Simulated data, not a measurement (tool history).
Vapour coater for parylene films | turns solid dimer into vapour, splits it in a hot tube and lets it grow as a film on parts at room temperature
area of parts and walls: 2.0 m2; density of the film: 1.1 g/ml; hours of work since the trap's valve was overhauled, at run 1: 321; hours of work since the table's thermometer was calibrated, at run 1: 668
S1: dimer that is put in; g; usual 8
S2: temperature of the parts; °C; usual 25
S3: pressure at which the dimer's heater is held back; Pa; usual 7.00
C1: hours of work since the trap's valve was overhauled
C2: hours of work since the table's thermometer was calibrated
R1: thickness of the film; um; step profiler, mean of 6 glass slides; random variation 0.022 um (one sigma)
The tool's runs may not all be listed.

run 1 hour=0.0 | S1=8 S2=25 S3=7.00 | C1=321 C2=668 | R1=2.58
run 2 hour=72.4 | S1=8 S2=25 S3=7.00 | C1=369 C2=717 | R1=2.54
run 3 hour=129.7 | S1=8 S2=25 S3=7.00 | C1=407 C2=755 | R1=2.56
run 4 hour=168.2 | S1=8 S2=25 S3=7.00 | C1=432 C2=780 | R1=2.52
run 5 hour=218.1 | S1=8 S2=25 S3=4.89 | C1=465 C2=813 | R1=2.65
run 6 hour=299.5 | S1=8 S2=25 S3=4.89 | C1=519 C2=867 | R1=2.64
run 7 hour=383.0 | S1=8 S2=25 S3=4.89 | C1=575 C2=923 | R1=2.65
run 8 hour=449.0 | S1=8 S2=25 S3=7.00 | C1=619 C2=967 | R1=2.48
-- hour=505.6 trap's valve overhauled
run 9 hour=528.7 | S1=8 S2=25 S3=7.00 | C1=15 C2=1017 | R1=2.70
run 10 hour=564.3 | S1=8 S2=25 S3=7.00 | C1=39 C2=1040 | R1=2.64
run 11 hour=638.7 | S1=8 S2=25 S3=7.00 | C1=88 C2=1090 | R1=2.62
run 12 hour=705.1 | S1=8 S2=25 S3=7.00 | C1=132 C2=1134 | R1=2.63
run 13 hour=744.9 | S1=8 S2=25 S3=7.00 | C1=159 C2=1160 | R1=2.61
run 14 hour=789.6 | S1=8 S2=25 S3=7.00 | C1=188 C2=1190 | R1=2.63
run 15 hour=846.3 | S1=8 S2=25 S3=7.00 | C1=226 C2=1228 | R1=2.59
run 16 hour=886.8 | S1=8 S2=25 S3=7.00 | C1=253 C2=1254 | R1=2.56
run 17 hour=935.9 | S1=8 S2=25 S3=7.00 | C1=286 C2=1287 | R1=2.56
run 18 hour=1011.3 | S1=3 S2=19 S3=2.62 | C1=336 C2=1337 | R1=1.20
run 19 hour=1058.0 | S1=14 S2=30 S3=2.51 | C1=367 C2=1368 | R1=4.77
run 20 hour=1112.2 | S1=8 S2=28 S3=2.02 | C1=403 C2=1404 | R1=2.87
run 21 hour=1166.3 | S1=8 S2=30 S3=5.82 | C1=438 C2=1440 | R1=2.43
run 22 hour=1211.3 | S1=8 S2=25 S3=7.00 | C1=468 C2=1470 | R1=2.46
run 23 hour=1283.5 | S1=8 S2=25 S3=7.00 | C1=516 C2=1518 | R1=2.47
run 24 hour=1333.7 | S1=8 S2=25 S3=7.00 | C1=550 C2=1551 | R1=2.46
run 25 hour=1380.4 | S1=8 S2=25 S3=7.00 | C1=581 C2=1582 | R1=2.46
run 26 hour=1441.8 | S1=8 S2=25 S3=10.04 | C1=621 C2=1623 | R1=2.32
-- hour=1493.5 trap's valve overhauled
run 27 hour=1514.1 | S1=10 S2=25 S3=2.01 | C1=14 C2=1668 | R1=3.91
run 28 hour=1589.0 | S1=11 S2=25 S3=7.66 | C1=63 C2=1718 | R1=3.59
run 29 hour=1641.2 | S1=5 S2=25 S3=7.00 | C1=98 C2=1752 | R1=1.64
-- hour=1647.1 table's thermometer calibrated
run 30 hour=1711.3 | S1=6 S2=31 S3=7.00 | C1=144 C2=43 | R1=1.80
run 31 hour=1797.3 | S1=10 S2=27 S3=7.00 | C1=201 C2=100 | R1=3.18
run 32 hour=1838.6 | S1=3 S2=25 S3=7.00 | C1=228 C2=127 | R1=0.98
run 33 hour=1916.9 | S1=8 S2=29 S3=7.00 | C1=280 C2=179 | R1=2.41
run 34 hour=1968.2 | S1=4 S2=27 S3=4.92 | C1=314 C2=213 | R1=1.31

4 ways to go on from here, each from the tool as it stands after run 34. What would each give?
run A hour=2020.3 | S1=4 S2=24 S3=6.24 | C1=349 C2=248 | R1=?
run B hour=2020.3 | S1=8 S2=26 S3=10.85 | C1=349 C2=248 | R1=?
run C hour=2020.3 | S1=7 S2=30 S3=4.28 | C1=349 C2=248 | R1=?
run D hour=2020.3 | S1=3 S2=20 S3=4.92 | C1=349 C2=248 | R1=?

run=A R1=1.33
run=B R1=2.35
run=C R1=2.21
run=D R1=1.13
Without the tool's hidden state the same runs would have given:
run=A R1=1.40
run=B R1=2.48
run=C R1=2.33
run=D R1=1.19
